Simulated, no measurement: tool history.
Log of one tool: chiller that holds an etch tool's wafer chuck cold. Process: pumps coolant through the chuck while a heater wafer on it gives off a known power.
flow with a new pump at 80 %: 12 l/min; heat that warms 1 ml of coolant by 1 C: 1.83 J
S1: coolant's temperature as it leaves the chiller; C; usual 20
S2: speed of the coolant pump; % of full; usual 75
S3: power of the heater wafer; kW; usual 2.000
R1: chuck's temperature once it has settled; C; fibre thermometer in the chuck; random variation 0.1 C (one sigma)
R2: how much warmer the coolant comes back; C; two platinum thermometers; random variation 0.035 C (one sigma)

{"run": 1, "hour": 0.0, "S1": 20, "S2": 75, "S3": 2.0, "R1": 40.7, "R2": 5.89}
{"run": 2, "hour": 133.1, "S1": 20, "S2": 75, "S3": 2.0, "R1": 40.9, "R2": 5.88}
{"run": 3, "hour": 211.5, "S1": 20, "S2": 75, "S3": 2.861, "R1": 49.8, "R2": 8.51}
{"run": 4, "hour": 356.3, "S1": 20, "S2": 75, "S3": 2.0, "R1": 40.9, "R2": 5.97}
{"run": 5, "hour": 423.6, "S1": 20, "S2": 78, "S3": 2.0, "R1": 40.2, "R2": 5.77}
{"run": 6, "hour": 555.7, "S1": 20, "S2": 75, "S3": 2.528, "R1": 46.6, "R2": 7.5}
{"run": 7, "hour": 642.4, "S1": 20, "S2": 75, "S3": 2.0, "R1": 41.2, "R2": 6.03}
{"run": 8, "hour": 782.1, "S1": 28, "S2": 75, "S3": 1.381, "R1": 42.6, "R2": 4.15}
{"run": 9, "hour": 900.1, "S1": 28, "S2": 85, "S3": 2.077, "R1": 47.7, "R2": 5.45}
{"run": 10, "hour": 991.2, "S1": 11, "S2": 79, "S3": 2.077, "R1": 32.2, "R2": 5.85}
{"run": 11, "hour": 1108.5, "S1": 11, "S2": 79, "S3": 2.077, "R1": 32.3, "R2": 5.93}
{"run": 12, "hour": 1223.7, "S1": 15, "S2": 62, "S3": 1.43, "R1": 33.3, "R2": 5.24}
{"run": 13, "hour": 1300.7, "S1": 26, "S2": 86, "S3": 2.301, "R1": 47.8, "R2": 6.03}
{"run": 14, "hour": 1384.8, "S1": 24, "S2": 90, "S3": 1.337, "R1": 36.2, "R2": 3.38}

5 ways to go on from here, each from the tool as it stands after run 14. What would each give?
{"run": "A", "hour": 1532.3, "S1": 17, "S2": 97, "S3": 2.473, "R1": "?", "R2": "?"}
{"run": "B", "hour": 1532.3, "S1": 13, "S2": 86, "S3": 2.952, "R1": "?", "R2": "?"}
{"run": "C", "hour": 1532.3, "S1": 20, "S2": 99, "S3": 2.0, "R1": "?", "R2": "?"}
{"run": "D", "hour": 1532.3, "S1": 15, "S2": 70, "S3": 1.257, "R1": "?", "R2": "?"}
{"run": "E", "hour": 1532.3, "S1": 24, "S2": 90, "S3": 2.078, "R1": "?", "R2": "?"}

run=A R1=38.0 R2=5.77
run=B R1=41.0 R2=7.74
run=C R1=36.8 R2=4.58
run=D R1=29.4 R2=4.13
run=E R1=42.9 R2=5.28
Without the tool's hidden state the same runs would have given:
run=A R1=36.9 R2=5.57
run=B R1=39.6 R2=7.47
run=C R1=35.9 R2=4.42
run=D R1=28.7 R2=3.98
run=E R1=42.0 R2=5.10
